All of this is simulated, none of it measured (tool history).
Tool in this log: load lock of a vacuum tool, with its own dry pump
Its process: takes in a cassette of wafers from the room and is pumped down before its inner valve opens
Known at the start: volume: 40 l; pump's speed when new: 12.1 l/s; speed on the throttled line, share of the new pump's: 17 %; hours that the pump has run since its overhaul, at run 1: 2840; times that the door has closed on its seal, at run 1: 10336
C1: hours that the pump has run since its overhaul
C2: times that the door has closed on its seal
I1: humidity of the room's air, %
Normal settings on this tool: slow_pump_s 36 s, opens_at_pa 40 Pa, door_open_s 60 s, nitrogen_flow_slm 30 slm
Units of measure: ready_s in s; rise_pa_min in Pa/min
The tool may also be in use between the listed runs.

{"run": 1, "hour": 0.0, "slow_pump_s": 36, "opens_at_pa": 40, "door_open_s": 60, "nitrogen_flow_slm": 30, "C1": 2840, "C2": 10336, "I1": 46.8, "ready_s": 55.4, "rise_pa_min": 0.02}
{"run": 2, "hour": 241.3, "slow_pump_s": 36, "opens_at_pa": 40, "door_open_s": 60, "nitrogen_flow_slm": 30, "C1": 3081, "C2": 11437, "I1": 44.1, "ready_s": 56.5, "rise_pa_min": 0.015}
{"run": 3, "hour": 456.0, "slow_pump_s": 36, "opens_at_pa": 54, "door_open_s": 60, "nitrogen_flow_slm": 30, "C1": 3296, "C2": 12416, "I1": 46.7, "ready_s": 55.3, "rise_pa_min": 0.024}
{"run": 4, "hour": 702.2, "slow_pump_s": 36, "opens_at_pa": 54, "door_open_s": 60, "nitrogen_flow_slm": 30, "C1": 3542, "C2": 13540, "I1": 45.1, "ready_s": 55.2, "rise_pa_min": 0.021}
{"run": 5, "hour": 833.7, "slow_pump_s": 36, "opens_at_pa": 40, "door_open_s": 155, "nitrogen_flow_slm": 30, "C1": 3674, "C2": 14140, "I1": 40.6, "ready_s": 56.6, "rise_pa_min": 0.025}
{"run": 6, "hour": 985.5, "slow_pump_s": 36, "opens_at_pa": 40, "door_open_s": 155, "nitrogen_flow_slm": 30, "C1": 3826, "C2": 14832, "I1": 42.6, "ready_s": 56.0, "rise_pa_min": 0.028}
{"run": 7, "hour": 1258.4, "slow_pump_s": 36, "opens_at_pa": 40, "door_open_s": 78, "nitrogen_flow_slm": 30, "C1": 4098, "C2": 16078, "I1": 46.4, "ready_s": 55.5, "rise_pa_min": 0.024}
{"run": 8, "hour": 1394.8, "slow_pump_s": 36, "opens_at_pa": 40, "door_open_s": 78, "nitrogen_flow_slm": 30, "C1": 4235, "C2": 16700, "I1": 44.8, "ready_s": 57.3, "rise_pa_min": 0.025}
{"run": 9, "hour": 1631.8, "slow_pump_s": 36, "opens_at_pa": 40, "door_open_s": 78, "nitrogen_flow_slm": 30, "C1": 4472, "C2": 17781, "I1": 46.2, "ready_s": 56.1, "rise_pa_min": 0.022}
{"run": 10, "hour": 1764.5, "slow_pump_s": 36, "opens_at_pa": 40, "door_open_s": 78, "nitrogen_flow_slm": 30, "C1": 4605, "C2": 18387, "I1": 42.5, "ready_s": 55.9, "rise_pa_min": 0.024}
{"run": 11, "hour": 1986.2, "slow_pump_s": 36, "opens_at_pa": 40, "door_open_s": 60, "nitrogen_flow_slm": 30, "C1": 4826, "C2": 19398, "I1": 46.3, "ready_s": 55.9, "rise_pa_min": 0.023}
{"run": 12, "hour": 2098.4, "slow_pump_s": 36, "opens_at_pa": 40, "door_open_s": 60, "nitrogen_flow_slm": 30, "C1": 4938, "C2": 19910, "I1": 46.2, "ready_s": 56.3, "rise_pa_min": 0.028}
{"run": 13, "hour": 2315.0, "slow_pump_s": 36, "opens_at_pa": 40, "door_open_s": 60, "nitrogen_flow_slm": 30, "C1": 5155, "C2": 20899, "I1": 40.1, "ready_s": 55.7, "rise_pa_min": 0.019}
{"hour": 2504.9, "done": "door's seal changed, seat wiped"}
{"run": 14, "hour": 2588.7, "slow_pump_s": 36, "opens_at_pa": 40, "door_open_s": 60, "nitrogen_flow_slm": 30, "C1": 5427, "C2": 382, "I1": 46.7, "ready_s": 55.4, "rise_pa_min": 0.019}
{"run": 15, "hour": 2752.1, "slow_pump_s": 36, "opens_at_pa": 40, "door_open_s": 202, "nitrogen_flow_slm": 30, "C1": 5591, "C2": 1128, "I1": 45.3, "ready_s": 55.8, "rise_pa_min": 0.029}
{"run": 16, "hour": 3018.9, "slow_pump_s": 36, "opens_at_pa": 40, "door_open_s": 202, "nitrogen_flow_slm": 30, "C1": 5857, "C2": 2345, "I1": 41.9, "ready_s": 56.6, "rise_pa_min": 0.029}
{"run": 17, "hour": 3184.7, "slow_pump_s": 36, "opens_at_pa": 40, "door_open_s": 202, "nitrogen_flow_slm": 30, "C1": 6023, "C2": 3102, "I1": 46.2, "ready_s": 56.4, "rise_pa_min": 0.029}
{"run": 18, "hour": 3355.0, "slow_pump_s": 36, "opens_at_pa": 40, "door_open_s": 64, "nitrogen_flow_slm": 30, "C1": 6194, "C2": 3879, "I1": 48.6, "ready_s": 56.8, "rise_pa_min": 0.023}
{"run": 19, "hour": 3613.5, "slow_pump_s": 36, "opens_at_pa": 40, "door_open_s": 51, "nitrogen_flow_slm": 27, "C1": 6452, "C2": 5058, "I1": 45.3, "ready_s": 55.7, "rise_pa_min": 0.02}
{"run": 20, "hour": 3809.0, "slow_pump_s": 36, "opens_at_pa": 40, "door_open_s": 159, "nitrogen_flow_slm": 31, "C1": 6648, "C2": 5951, "I1": 45.6, "ready_s": 55.8, "rise_pa_min": 0.03}
{"run": 21, "hour": 3970.5, "slow_pump_s": 36, "opens_at_pa": 40, "door_open_s": 159, "nitrogen_flow_slm": 31, "C1": 6809, "C2": 6687, "I1": 43.4, "ready_s": 56.0, "rise_pa_min": 0.027}
{"run": 22, "hour": 4199.0, "slow_pump_s": 71, "opens_at_pa": 40, "door_open_s": 98, "nitrogen_flow_slm": 30, "C1": 7038, "C2": 7730, "I1": 42.8, "ready_s": 86.2, "rise_pa_min": 0.023}
{"run": 23, "hour": 4368.6, "slow_pump_s": 71, "opens_at_pa": 29, "door_open_s": 64, "nitrogen_flow_slm": 16, "C1": 7207, "C2": 8504, "I1": 46.1, "ready_s": 85.4, "rise_pa_min": 0.031}
{"run": 24, "hour": 4556.1, "slow_pump_s": 60, "opens_at_pa": 40, "door_open_s": 142, "nitrogen_flow_slm": 30, "C1": 7395, "C2": 9359, "I1": 44.3, "ready_s": 77.0, "rise_pa_min": 0.025}
{"run": 25, "hour": 4827.4, "slow_pump_s": 71, "opens_at_pa": 37, "door_open_s": 40, "nitrogen_flow_slm": 38, "C1": 7666, "C2": 10597, "I1": 45.7, "ready_s": 85.4, "rise_pa_min": 0.019}
{"run": 26, "hour": 5030.6, "slow_pump_s": 71, "opens_at_pa": 37, "door_open_s": 40, "nitrogen_flow_slm": 38, "C1": 7869, "C2": 11524, "I1": 44.7, "ready_s": 85.8, "rise_pa_min": 0.017}
{"run": 27, "hour": 5247.9, "slow_pump_s": 36, "opens_at_pa": 68, "door_open_s": 25, "nitrogen_flow_slm": 30, "C1": 8086, "C2": 12516, "I1": 46.0, "ready_s": 54.3, "rise_pa_min": 0.016}
{"run": 28, "hour": 5390.9, "slow_pump_s": 36, "opens_at_pa": 68, "door_open_s": 25, "nitrogen_flow_slm": 30, "C1": 8229, "C2": 13168, "I1": 43.7, "ready_s": 54.6, "rise_pa_min": 0.022}
{"run": 29, "hour": 5542.8, "slow_pump_s": 36, "opens_at_pa": 75, "door_open_s": 25, "nitrogen_flow_slm": 8, "C1": 8381, "C2": 13862, "I1": 44.9, "ready_s": 53.9, "rise_pa_min": 0.021}
{"run": 30, "hour": 5676.2, "slow_pump_s": 36, "opens_at_pa": 37, "door_open_s": 60, "nitrogen_flow_slm": 11, "C1": 8515, "C2": 14470, "I1": 45.8, "ready_s": 56.7, "rise_pa_min": 0.03}
{"run": 31, "hour": 5941.0, "slow_pump_s": 36, "opens_at_pa": 37, "door_open_s": 60, "nitrogen_flow_slm": 11, "C1": 8780, "C2": 15678, "I1": 42.4, "ready_s": 56.7, "rise_pa_min": 0.028}
{"run": 32, "hour": 6089.0, "slow_pump_s": 36, "opens_at_pa": 37, "door_open_s": 60, "nitrogen_flow_slm": 11, "C1": 8928, "C2": 16354, "I1": 42.6, "ready_s": 55.8, "rise_pa_min": 0.029}
{"run": 33, "hour": 6263.4, "slow_pump_s": 36, "opens_at_pa": 40, "door_open_s": 66, "nitrogen_flow_slm": 30, "C1": 9102, "C2": 17149, "I1": 41.7, "ready_s": 57.1, "rise_pa_min": 0.013}
{"run": 34, "hour": 6474.7, "slow_pump_s": 49, "opens_at_pa": 68, "door_open_s": 139, "nitrogen_flow_slm": 30, "C1": 9313, "C2": 18114, "I1": 44.6, "ready_s": 65.2, "rise_pa_min": 0.025}
{"run": 35, "hour": 6586.7, "slow_pump_s": 31, "opens_at_pa": 40, "door_open_s": 60, "nitrogen_flow_slm": 30, "C1": 9425, "C2": 18624, "I1": 46.9, "ready_s": 52.1, "rise_pa_min": 0.022}
{"run": 36, "hour": 6831.1, "slow_pump_s": 36, "opens_at_pa": 40, "door_open_s": 60, "nitrogen_flow_slm": 14, "C1": 9670, "C2": 19740, "I1": 44.2, "ready_s": 56.2, "rise_pa_min": 0.022}

Table of differences, measured result less the result of that run with no hidden state. Run-to-run variation is the same in both. Gauge scatter possibly is not:
Hidden conditions of the tool in this case: pump's speed, % of a new pump's; leak at the door's seal, Pa l/s; drift of the gauge itself on ready_s, %; drift of the gauge itself on rise_pa_min, %.
run=1 rise_pa_min=+0.001
run=2 rise_pa_min=+0.001
run=3 rise_pa_min=+0.001
run=4 rise_pa_min=+0.001
run=5 rise_pa_min=+0.001
run=6 rise_pa_min=+0.001
run=7 rise_pa_min=+0.001
run=8 rise_pa_min=+0.002
run=9 rise_pa_min=+0.002
run=10 rise_pa_min=+0.003
run=11 rise_pa_min=+0.002
run=12 rise_pa_min=+0.003
run=13 rise_pa_min=+0.003
run=14 rise_pa_min=+0.000
run=15 rise_pa_min=+0.000
run=16 rise_pa_min=+0.000
run=17 rise_pa_min=+0.000
run=18 rise_pa_min=+0.000
run=19 rise_pa_min=+0.000
run=20 rise_pa_min=+0.000
run=21 rise_pa_min=+0.000
run=22 rise_pa_min=+0.001
run=23 rise_pa_min=+0.001
run=24 rise_pa_min=+0.001
run=25 rise_pa_min=+0.001
run=26 rise_pa_min=+0.001
run=27 rise_pa_min=+0.001
run=28 rise_pa_min=+0.001
run=29 rise_pa_min=+0.001
run=30 rise_pa_min=+0.001
run=31 rise_pa_min=+0.002
run=32 rise_pa_min=+0.002
run=33 rise_pa_min=+0.001
run=34 rise_pa_min=+0.002
run=35 rise_pa_min=+0.002
run=36 rise_pa_min=+0.003
ready_s: within 0.1 s of the measured result in every run.
